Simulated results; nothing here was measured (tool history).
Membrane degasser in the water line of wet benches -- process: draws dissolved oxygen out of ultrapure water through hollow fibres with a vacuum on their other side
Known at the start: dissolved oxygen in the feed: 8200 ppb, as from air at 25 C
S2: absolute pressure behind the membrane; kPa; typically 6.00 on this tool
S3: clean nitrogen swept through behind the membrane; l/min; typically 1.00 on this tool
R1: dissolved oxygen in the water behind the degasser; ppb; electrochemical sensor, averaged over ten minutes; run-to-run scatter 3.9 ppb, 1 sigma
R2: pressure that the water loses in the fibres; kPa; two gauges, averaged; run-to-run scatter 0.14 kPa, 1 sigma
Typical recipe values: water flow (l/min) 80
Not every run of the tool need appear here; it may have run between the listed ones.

Run 1, hour 0.0: usual settings. Result: R1 459.2 ppb, R2 40.07 kPa.
At hour 149.4: seals of the vacuum lines changed.
Run 2, hour 152.7: usual settings. Result: R1 452.5 ppb, R2 40.10 kPa.
Run 3, hour 241.8: usual settings. Result: R1 474.0 ppb, R2 40.00 kPa.
Run 4, hour 394.9: usual settings. Result: R1 479.5 ppb, R2 40.37 kPa.
Run 5, hour 554.7: usual settings. Result: R1 469.3 ppb, R2 40.33 kPa.
Run 6, hour 696.8: usual settings. Result: R1 469.4 ppb, R2 40.16 kPa.
Run 7, hour 857.1: usual settings but S3 1.96 l/min. Result: R1 308.7 ppb, R2 40.59 kPa.
Run 8, hour 1015.9: usual settings but S2 12.67 kPa. Result: R1 1249.9 ppb, R2 40.60 kPa.
Run 9, hour 1082.9: usual settings but S2 12.67 kPa. Result: R1 1237.4 ppb, R2 40.41 kPa.
Run 10, hour 1242.0: usual settings. Result: R1 479.8 ppb, R2 40.58 kPa.
Run 11, hour 1397.2: usual settings but water flow (l/min) 99, S2 6.54 kPa, S3 0.42 l/min. Result: R1 946.3 ppb, R2 49.99 kPa.
Run 12, hour 1530.2: usual settings but water flow (l/min) 107, S2 3.80 kPa, S3 2.45 l/min. Result: R1 185.9 ppb, R2 54.34 kPa.
Run 13, hour 1662.8: usual settings but water flow (l/min) 77, S2 10.69 kPa, S3 2.45 l/min. Result: R1 522.7 ppb, R2 38.93 kPa.
Run 14, hour 1763.8: usual settings but water flow (l/min) 51, S3 2.21 l/min. Result: R1 182.7 ppb, R2 25.86 kPa.
Run 15, hour 1900.2: usual settings but S3 2.88 l/min. Result: R1 240.9 ppb, R2 40.52 kPa.
Run 16, hour 2058.2: usual settings but water flow (l/min) 84, S2 5.80 kPa, S3 0.41 l/min. Result: R1 741.2 ppb, R2 42.60 kPa.
Run 17, hour 2162.9: usual settings but water flow (l/min) 84, S2 5.80 kPa, S3 0.41 l/min. Result: R1 775.5 ppb, R2 42.37 kPa.
Run 18, hour 2246.6: usual settings but water flow (l/min) 84, S2 5.80 kPa, S3 0.41 l/min. Result: R1 765.7 ppb, R2 42.78 kPa.
Run 19, hour 2333.9: usual settings but water flow (l/min) 84, S2 5.80 kPa, S3 0.41 l/min. Result: R1 760.2 ppb, R2 42.58 kPa.
Run 20, hour 2415.2: usual settings but water flow (l/min) 58, S2 5.02 kPa, S3 0.62 l/min. Result: R1 389.7 ppb, R2 29.42 kPa.

Pick out some run-to-run changes in R1. Of each, how much would a tool without hidden state show as well, from the settings, what came in and chance, and how much is left for the hidden state and any gauge scatter not in both results compared?
Hidden conditions of the tool in this case: membrane still open, %; true pressure behind the membrane over the reading, kPa; air that leaks in behind the membrane, l/min; drift of the gauge itself on oxygen_ppb, %; drift of the gauge itself on loss_of_pressure_kpa, %.
Run 7 -> 8: S2 6.00 -> 12.67, S3 1.96 -> 1.00. R1 +941.2 ppb: hidden state +20.0, all else +921.2.
Run 11 -> 12: water flow (l/min) 99 -> 107, S2 6.54 -> 3.80, S3 0.42 -> 2.45. R1 -760.4 ppb: hidden state -83.9, all else -676.5.
Run 15 -> 16: water flow (l/min) 80 -> 84, S2 6.00 -> 5.80, S3 2.88 -> 0.41. R1 +500.3 ppb: hidden state +110.1, all else +390.2.
